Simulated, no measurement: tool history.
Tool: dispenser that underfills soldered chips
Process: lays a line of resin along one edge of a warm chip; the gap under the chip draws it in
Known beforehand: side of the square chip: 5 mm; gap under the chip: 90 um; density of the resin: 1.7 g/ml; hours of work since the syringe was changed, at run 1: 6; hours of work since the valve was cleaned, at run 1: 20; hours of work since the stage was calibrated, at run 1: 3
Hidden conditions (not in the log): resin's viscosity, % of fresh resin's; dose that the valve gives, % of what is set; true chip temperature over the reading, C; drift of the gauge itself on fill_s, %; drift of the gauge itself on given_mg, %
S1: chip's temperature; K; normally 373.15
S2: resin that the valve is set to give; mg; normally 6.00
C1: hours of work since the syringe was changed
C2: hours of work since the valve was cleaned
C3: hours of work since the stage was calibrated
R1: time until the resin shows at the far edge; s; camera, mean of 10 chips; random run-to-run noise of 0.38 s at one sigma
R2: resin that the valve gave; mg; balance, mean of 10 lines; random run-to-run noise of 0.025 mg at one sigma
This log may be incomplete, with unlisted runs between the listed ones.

run 1 hour=0.0 | S1=373.15 S2=6.00 | C1=6 C2=20 C3=3 | R1=37.1 R2=6.02
run 2 hour=6.7 | S1=373.15 S2=6.00 | C1=10 C2=24 C3=7 | R1=52.2 R2=5.99
run 3 hour=9.6 | S1=373.15 S2=6.00 | C1=12 C2=26 C3=9 | R1=62.1 R2=5.95
-- hour=10.4 new syringe of resin
run 4 hour=14.6 | S1=373.15 S2=6.00 | C1=3 C2=29 C3=12 | R1=29.2 R2=5.96
run 5 hour=20.6 | S1=373.15 S2=6.00 | C1=7 C2=33 C3=16 | R1=41.2 R2=5.93
run 6 hour=24.7 | S1=373.15 S2=6.00 | C1=9 C2=35 C3=18 | R1=50.3 R2=5.92
-- hour=29.6 new syringe of resin
run 7 hour=30.4 | S1=373.15 S2=6.00 | C1=1 C2=39 C3=22 | R1=23.9 R2=5.88
run 8 hour=36.1 | S1=373.15 S2=6.00 | C1=4 C2=43 C3=25 | R1=33.9 R2=5.89
run 9 hour=39.1 | S1=383.15 S2=5.27 | C1=6 C2=44 C3=27 | R1=28.4 R2=5.20
run 10 hour=43.1 | S1=373.15 S2=5.43 | C1=9 C2=47 C3=30 | R1=49.9 R2=5.38

What does the tool deliver on the next run?
-- hour=48.4 new syringe of resin
run 11 hour=48.4 | S1=373.15 S2=5.43 | C1=0 C2=50 C3=33 | R1=? R2=?

R1: 23.5 s
R2: 5.35 mg
With no hidden state in the tool, this same run would have given R1 23.3 s, R2 5.44 mg.

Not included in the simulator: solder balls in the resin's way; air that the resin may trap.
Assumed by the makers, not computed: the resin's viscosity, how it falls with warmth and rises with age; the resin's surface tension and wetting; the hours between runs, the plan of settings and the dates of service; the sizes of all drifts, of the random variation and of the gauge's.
